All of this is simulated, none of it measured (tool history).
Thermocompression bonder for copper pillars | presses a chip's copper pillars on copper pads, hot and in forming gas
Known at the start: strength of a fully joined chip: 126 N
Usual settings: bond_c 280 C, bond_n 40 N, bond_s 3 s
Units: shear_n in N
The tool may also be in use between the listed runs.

{"run": 1, "hour": 0.0, "bond_c": 280, "bond_n": 40, "bond_s": 3, "shear_n": 81.2}
{"run": 2, "hour": 25.7, "bond_c": 280, "bond_n": 40, "bond_s": 3, "shear_n": 78.8}
{"run": 3, "hour": 63.8, "bond_c": 280, "bond_n": 40, "bond_s": 3, "shear_n": 78.4}
{"run": 4, "hour": 93.0, "bond_c": 280, "bond_n": 40, "bond_s": 3, "shear_n": 79}
{"hour": 98.8, "done": "force cell calibrated"}
{"run": 5, "hour": 127.8, "bond_c": 298, "bond_n": 40, "bond_s": 3, "shear_n": 94.9}
{"run": 6, "hour": 170.8, "bond_c": 280, "bond_n": 40, "bond_s": 2, "shear_n": 67}
{"hour": 195.2, "done": "force cell calibrated, once more"}
{"run": 7, "hour": 203.9, "bond_c": 280, "bond_n": 40, "bond_s": 2, "shear_n": 63.2}

Forecast run 8:
{"hour": 212.6, "done": "forming gas filter changed"}
{"run": 8, "hour": 228.0, "bond_c": 280, "bond_n": 40, "bond_s": 2, "shear_n": "?"}

shear_n: 67.5 N
Without the tool's hidden state the same run would have given shear_n 76.5 N.

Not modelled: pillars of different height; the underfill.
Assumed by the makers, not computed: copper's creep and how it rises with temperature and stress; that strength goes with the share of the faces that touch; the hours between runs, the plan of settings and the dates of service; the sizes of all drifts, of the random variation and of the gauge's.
